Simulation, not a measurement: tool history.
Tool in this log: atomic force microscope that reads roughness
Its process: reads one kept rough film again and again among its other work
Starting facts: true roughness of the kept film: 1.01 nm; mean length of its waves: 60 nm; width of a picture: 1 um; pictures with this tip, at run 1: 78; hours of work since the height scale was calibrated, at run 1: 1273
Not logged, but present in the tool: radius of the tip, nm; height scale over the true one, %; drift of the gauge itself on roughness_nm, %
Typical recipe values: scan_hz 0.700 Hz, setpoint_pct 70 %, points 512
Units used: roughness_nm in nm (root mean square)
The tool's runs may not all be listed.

run    hour  scan_hz  setpoint_pct  points  pictures with this tip  hours of work since the height scale was calibrated  roughness_nm
  1     0.0    0.700            70     512                      78                                                 1273         0.942
        5.7  -- new tip fitted
       53.0  -- new tip fitted
  2    53.7    0.700            70     512                       1                                                 1309         0.953
      100.8  -- new tip fitted
  3   106.2    0.700            70     512                      11                                                 1346         0.952
  4   142.7    0.700            70     512                      82                                                 1371         0.938
      147.1  -- new tip fitted
      194.4  -- new tip fitted
  5   200.1    0.700            70     512                      11                                                 1410         0.953
      239.3  -- new tip fitted
  6   252.4    0.700            70     512                      25                                                 1446         0.949
      289.7  -- new tip fitted
  7   305.1    0.700            70     512                      30                                                 1482         0.947
      337.5  -- new tip fitted
  8   378.1    0.700            70     565                      79                                                 1533         0.939
      383.3  -- new tip fitted
  9   408.5    0.700            70     512                      49                                                 1554         0.943
      430.2  -- new tip fitted
 10   465.1    0.700            70     512                      68                                                 1592         0.938
      475.2  -- new tip fitted
 11   506.2    1.090            70     512                      60                                                 1621         0.922
      522.1  -- new tip fitted
 12   542.5    1.090            70     512                      40                                                 1646         0.921
      572.3  -- new tip fitted
 13   592.7    1.090            70     512                      40                                                 1680         0.924
      618.6  -- new tip fitted
 14   630.9    0.700            70     512                      24                                                 1706         0.950
      664.6  -- new tip fitted
 15   685.3    0.700            71     512                      41                                                 1744         0.933
      712.8  -- new tip fitted
 16   729.2    0.700            71     512                      33                                                 1774         0.939
      759.2  -- new tip fitted
 17   792.7    0.700            70     512                      65                                                 1818         0.933
      807.0  -- new tip fitted
 18   836.0    0.700            70     512                      57                                                 1847         0.936
      854.7  -- new tip fitted
      901.6  -- new tip fitted
 19   907.7    0.700            76     302                      12                                                 1896         0.930
      947.6  -- new tip fitted
 20   962.4    0.791            76     796                      29                                                 1934         0.921
      992.9  -- new tip fitted
 21   994.0    0.791            76     796                       2                                                 1956         0.928
     1041.0  -- new tip fitted
 22  1044.0    0.874            70     559                       6                                                 1990         0.953
     1089.8  -- new tip fitted
 23  1094.0    0.874            70     559                       8                                                 2024         0.938
     1136.6  -- new tip fitted
 24  1150.2    0.700            70     443                      27                                                 2063         0.937
     1184.0  -- new tip fitted
 25  1214.2    0.630            89     543                      59                                                 2107         0.900
     1231.9  -- new tip fitted
     1278.7  -- new tip fitted
 26  1279.8    0.630            89     543                       2                                                 2152         0.924
 27  1319.4    0.630            89     543                      79                                                 2180         0.899
     1326.6  -- new tip fitted
     1334.3  -- height scale calibrated on a step standard
     1377.6  -- new tip fitted
 28  1385.0    0.630            89     543                      14                                                   35         0.941
     1425.8  -- new tip fitted
 29  1436.3    0.630            89     543                      20                                                   70         0.936
     1472.5  -- new tip fitted
 30  1473.9    2.514            64     454                       3                                                   96         0.942
     1517.6  -- new tip fitted
 31  1531.2    0.700            61     778                      27                                                  135         0.969
     1563.2  -- new tip fitted
 32  1586.7    0.700            61     778                      46                                                  174         0.980
     1610.7  -- new tip fitted
 33  1625.1    0.700            61     778                      28                                                  200         0.979
     1658.1  -- new tip fitted
 34  1672.5    0.725            70     390                      28                                                  232         0.971
     1704.4  -- new tip fitted
 35  1713.3    0.725            70     390                      17                                                  260         0.968
     1750.3  -- new tip fitted
 36  1751.4    2.425            71     337                       2                                                  287         0.914

Subtracting, for every run, the result it would have given without the tool's unlogged condition from the measured result gives the following. The same run-to-run variation enters both numbers; the gauge's scatter may not:
run  roughness_nm
  1        -0.041
  2        -0.020
  3        -0.022
  4        -0.040
  5        -0.023
  6        -0.028
  7        -0.029
  8        -0.045
  9        -0.036
 10        -0.039
 11        -0.041
 12        -0.035
 13        -0.034
 14        -0.030
 15        -0.036
 16        -0.034
 17        -0.043
 18        -0.042
 19        -0.031
 20        -0.035
 21        -0.027
 22        -0.030
 23        -0.030
 24        -0.035
 25        -0.045
 26        -0.030
 27        -0.048
 28        -0.005
 29        -0.007
 30        -0.002
 31        -0.008
 32        -0.016
 33        -0.011
 34        -0.009
 35        -0.008
 36        -0.003
